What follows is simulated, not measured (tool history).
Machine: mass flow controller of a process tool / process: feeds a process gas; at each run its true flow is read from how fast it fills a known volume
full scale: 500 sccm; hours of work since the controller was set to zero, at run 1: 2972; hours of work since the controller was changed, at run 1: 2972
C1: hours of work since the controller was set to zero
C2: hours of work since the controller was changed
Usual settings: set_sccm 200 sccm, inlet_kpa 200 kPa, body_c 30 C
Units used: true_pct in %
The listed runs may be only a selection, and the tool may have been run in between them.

{"run": 1, "hour": 0.0, "set_sccm": 200, "inlet_kpa": 200, "body_c": 30, "C1": 2972, "C2": 2972, "true_pct": 100.08}
{"run": 2, "hour": 117.5, "set_sccm": 200, "inlet_kpa": 200, "body_c": 30, "C1": 3065, "C2": 3065, "true_pct": 100.2}
{"run": 3, "hour": 307.9, "set_sccm": 200, "inlet_kpa": 200, "body_c": 30, "C1": 3216, "C2": 3216, "true_pct": 100.46}
{"run": 4, "hour": 502.3, "set_sccm": 69, "inlet_kpa": 200, "body_c": 30, "C1": 3370, "C2": 3370, "true_pct": 104}
{"run": 5, "hour": 643.9, "set_sccm": 69, "inlet_kpa": 200, "body_c": 30, "C1": 3483, "C2": 3483, "true_pct": 104.23}
{"run": 6, "hour": 731.5, "set_sccm": 419, "inlet_kpa": 200, "body_c": 30, "C1": 3552, "C2": 3552, "true_pct": 100.75}
{"hour": 748.1, "done": "controller's zero set anew"}
{"run": 7, "hour": 926.3, "set_sccm": 200, "inlet_kpa": 200, "body_c": 29, "C1": 141, "C2": 3706, "true_pct": 102.27}
{"run": 8, "hour": 1100.9, "set_sccm": 89, "inlet_kpa": 179, "body_c": 35, "C1": 280, "C2": 3845, "true_pct": 105.7}
{"run": 9, "hour": 1212.3, "set_sccm": 62, "inlet_kpa": 229, "body_c": 39, "C1": 368, "C2": 3933, "true_pct": 109.4}
{"run": 10, "hour": 1414.2, "set_sccm": 200, "inlet_kpa": 164, "body_c": 24, "C1": 528, "C2": 4093, "true_pct": 102.91}
{"run": 11, "hour": 1518.0, "set_sccm": 200, "inlet_kpa": 164, "body_c": 24, "C1": 610, "C2": 4175, "true_pct": 103.1}
{"run": 12, "hour": 1603.4, "set_sccm": 136, "inlet_kpa": 200, "body_c": 30, "C1": 678, "C2": 4243, "true_pct": 104.16}
{"hour": 1664.5, "done": "controller's zero set anew, once more"}
{"run": 13, "hour": 1699.4, "set_sccm": 137, "inlet_kpa": 222, "body_c": 30, "C1": 28, "C2": 4319, "true_pct": 98.22}
{"run": 14, "hour": 1813.6, "set_sccm": 51, "inlet_kpa": 187, "body_c": 30, "C1": 118, "C2": 4409, "true_pct": 98.11}

4 options for the next run, each taken on its own from the tool as it stands now. Forecast them:
{"run": "A", "hour": 1911.4, "set_sccm": 441, "inlet_kpa": 189, "body_c": 32, "C1": 196, "C2": 4487, "true_pct": "?"}
{"run": "B", "hour": 1911.4, "set_sccm": 268, "inlet_kpa": 200, "body_c": 30, "C1": 196, "C2": 4487, "true_pct": "?"}
{"run": "C", "hour": 1911.4, "set_sccm": 130, "inlet_kpa": 228, "body_c": 30, "C1": 196, "C2": 4487, "true_pct": "?"}
{"run": "D", "hour": 1911.4, "set_sccm": 84, "inlet_kpa": 144, "body_c": 28, "C1": 196, "C2": 4487, "true_pct": "?"}

run=A true_pct=99.76
run=B true_pct=99.04
run=C true_pct=98.49
run=D true_pct=98.01
Without the tool's hidden state the same runs would have given:
run=A true_pct=98.72
run=B true_pct=97.94
run=C true_pct=97.2
run=D true_pct=96.53
